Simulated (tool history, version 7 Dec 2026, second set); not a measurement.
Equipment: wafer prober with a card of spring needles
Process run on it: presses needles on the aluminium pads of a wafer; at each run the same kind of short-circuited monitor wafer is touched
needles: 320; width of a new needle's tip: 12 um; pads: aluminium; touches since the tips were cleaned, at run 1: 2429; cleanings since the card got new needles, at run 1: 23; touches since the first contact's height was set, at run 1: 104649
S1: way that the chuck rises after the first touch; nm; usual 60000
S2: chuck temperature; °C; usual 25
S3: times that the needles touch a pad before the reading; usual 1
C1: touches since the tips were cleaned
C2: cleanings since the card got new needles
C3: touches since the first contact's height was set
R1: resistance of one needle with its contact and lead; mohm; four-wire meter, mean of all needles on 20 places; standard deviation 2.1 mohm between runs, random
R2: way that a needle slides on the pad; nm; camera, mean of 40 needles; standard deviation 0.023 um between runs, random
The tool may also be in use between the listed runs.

run   hour     S1   S2  S3    C1  C2      C3   R1    R2
  1    0.0  60000   25   1  2429  23  104649  232  8610
       5.5  -- tips cleaned on abrasive film
  2    7.7  60000   25   1   566  24  106670  231  8640
  3   15.6  60000   25   1  2699  24  108803  227  8610
      20.1  -- tips cleaned on abrasive film
  4   24.3  60000   25   1  1116  25  111087  228  8610
  5   32.1  60000   25   1  3200  25  113171  227  8610
      34.6  -- tips cleaned on abrasive film
  6   41.4  53000   25   1  1814  26  115633  230  7600
      49.1  -- tips cleaned on abrasive film
  7   53.5  53000   25   1  1188  27  118849  229  7580
  8   60.9  53000   25   1  3169  27  120830  233  7630
      63.9  -- tips cleaned on abrasive film
  9   69.5  53000   25   1  1502  28  123095  227  7580
 10   76.4  60000   25   1  3353  28  124946  226  8590
      78.2  -- tips cleaned on abrasive film
 11   86.2  60000   25   1  2149  29  127544  231  8590
      93.0  -- tips cleaned on abrasive film
 12   93.3  60000   25   1   106  30  129427  229  8600
 13  105.5  60000   25   2  3366  30  132687  231  8610
     108.2  -- tips cleaned on abrasive film
 14  113.9  60000   25   1  1528  31  134891  229  8560
     123.1  -- tips cleaned on abrasive film
 15  123.3  60000   80   2    49  32  137378  240  8580
 16  135.7  63000  113   2  3372  32  140701  250  9020
     138.0  -- tips cleaned on abrasive film
 17  147.5  44000  113   3  2534  33  143829  254  6350
     152.7  -- tips cleaned on abrasive film
 18  154.8  60000   33   1   558  34  145749  231  8630
 19  166.1  50000  124   2  3595  34  148786  255  7180
     167.3  -- tips cleaned on abrasive film
 20  178.7  50000  124   2  3038  35  152112  256  7160
     182.3  -- tips cleaned on abrasive film
 21  185.0  43000  114   1   735  36  153779  253  6180
     196.8  -- tips cleaned on abrasive film
 22  196.8  43000  114   1     0  37  156912  256  6140
 23  207.9  54000   26   3  2967  37  159879  230  7730
     211.4  -- tips cleaned on abrasive film
 24  220.4  53000   88   1  2408  38  163202  247  7570
     226.2  -- tips cleaned on abrasive film
 25  230.4  58000   88   1  1119  39  165833  244  8350
 26  236.3  68000   25   1  2702  39  167416  226  9760
     240.8  -- tips cleaned on abrasive film
 27  247.7  49000  115   2  1836  40  170427  256  7030

4 ways to go on from here, each from the tool as it stands after run 27. What would each give?
     255.1  -- tips cleaned on abrasive film
  A  258.6  41000  63   2  936  41  173334   ?   ?
     255.1  -- tips cleaned on abrasive film
  B  258.6  49000  52   2  936  41  173334   ?   ?
     255.1  -- tips cleaned on abrasive film
  C  258.6  40000  54   1  936  41  173334   ?   ?
     255.1  -- tips cleaned on abrasive film
  D  258.6  78000  25   1  936  41  173334   ?   ?

run   R1     R2
  A  245   5870
  B  234   7020
  C  240   5740
  D  231  11200
Without the tool's hidden state the same runs would have given:
run   R1     R2
  A  244   5870
  B  234   7030
  C  240   5740
  D  231  11200
